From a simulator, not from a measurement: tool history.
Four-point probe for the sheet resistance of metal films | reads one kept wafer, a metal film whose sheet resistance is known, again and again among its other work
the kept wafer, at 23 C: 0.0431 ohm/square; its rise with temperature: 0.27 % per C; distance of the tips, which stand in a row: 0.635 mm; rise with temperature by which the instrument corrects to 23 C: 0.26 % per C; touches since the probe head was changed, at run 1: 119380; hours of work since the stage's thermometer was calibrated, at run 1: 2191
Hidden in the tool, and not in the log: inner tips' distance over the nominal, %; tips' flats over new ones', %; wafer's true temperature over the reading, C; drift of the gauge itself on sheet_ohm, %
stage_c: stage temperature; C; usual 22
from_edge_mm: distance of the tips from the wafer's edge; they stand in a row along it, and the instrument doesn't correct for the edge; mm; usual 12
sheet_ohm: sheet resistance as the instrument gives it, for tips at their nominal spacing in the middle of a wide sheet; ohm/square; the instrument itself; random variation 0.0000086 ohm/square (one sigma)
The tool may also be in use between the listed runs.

run   hour  stage_c  from_edge_mm  touches since the probe head was changed  hours of work since the stage's thermometer was calibrated  sheet_ohm
  1      0       22            12                                    119380                                                        2191   0.043115
  2   61.1       22            12                                    121233                                                        2217    0.04311
  3  128.6       22             7                                    123282                                                        2245   0.043237
  4  255.3       22             7                                    127127                                                        2299   0.043232
     291.4  -- stage's thermometer calibrated
  5  345.6       22            12                                    129852                                                          23   0.043034
  6    402       22            12                                    131564                                                          47    0.04303
  7  485.1       19             9                                    134087                                                          82   0.043061
  8  557.8       19             9                                    136292                                                         113   0.043057
  9  617.6       29            54                                    138106                                                         138   0.043022
 10  710.6       27            45                                    140929                                                         178   0.043001
 11  768.1       18            37                                    142673                                                         202   0.042931

The same runs without the tool's hidden state, with the same run-to-run variation:
run  sheet_ohm
  1   0.043161
  2   0.043159
  3    0.04329
  4   0.043292
  5   0.043145
  6   0.043144
  7   0.043181
  8   0.043182
  9   0.043149
 10   0.043134
 11   0.043068
